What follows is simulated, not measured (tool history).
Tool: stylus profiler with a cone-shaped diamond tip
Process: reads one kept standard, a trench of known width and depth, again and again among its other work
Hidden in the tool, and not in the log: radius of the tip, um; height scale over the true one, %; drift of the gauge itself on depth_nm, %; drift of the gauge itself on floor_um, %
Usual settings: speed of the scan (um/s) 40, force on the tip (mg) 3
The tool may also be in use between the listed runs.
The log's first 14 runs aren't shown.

run	hour	speed of the scan (um/s)	force on the tip (mg)	scans with this tip	hours of work since the height scale was calibrated	depth of the trench (Å)	width of the trench's floor (um)
15	277	40	5.61	6205	801	10293.7	15.87
16	295.8	40	3	6316	815	10194	15.88
17	316.2	40	3	6436	831	10188.9	15.81
18	329.7	40	3	6517	841	10190.3	15.83
19	358.2	40	3	6686	863	10193	15.84
20	390.8	40	3	6879	888	10192.1	15.9
21	410.7	40	3	6997	903	10193.1	15.82
22	428.8	40	3	7104	917	10189.1	15.84
23	444.2	12	3	7195	928	10195.7	15.98
24	474.6	25	2.65	7375	952	10178.3	15.95
25	488.1	40	1.58	7454	962	10123.7	15.81
26	511.3	144	3.7	7592	980	10219.9	15.53
27	538.3	24	2.93	7752	1000	10193.1	15.91
28	554.7	24	2.93	7849	1013	10190.6	15.96
29	568.3	24	2.93	7930	1023	10190.5	15.9
30	595.8	45	1.01	8093	1044	10093.8	15.7
31	623.1	45	1.01	8254	1065	10092.2	15.72
32	642.6	36	4.54	8369	1080	10254.6	15.92
33	662	12	7.54	8484	1095	10361	15.88
34	691.5	12	7.54	8659	1117	10358.2	15.98
35	713.7	12	7.54	8791	1134	10360.2	15.97
# hour 720.6: height scale calibrated on a step standard
36	742.6	23	2.64	8959	17	10175.7	15.9
37	769.6	131	2.16	9119	37	10159.5	15.45
38	797.1	14	3.03	9282	58	10194.5	15.96
39	826.8	14	3.03	9458	81	10193.3	15.96

The next listed run, before its measurement:
40	851.6	14	3.03	9604	100	?	?

Run 40 gave depth of the trench (Å) 10194, width of the trench's floor (um) 15.97.
Without the tool's hidden state the same run would have given depth of the trench (Å) 10194, width of the trench's floor (um) 15.98.
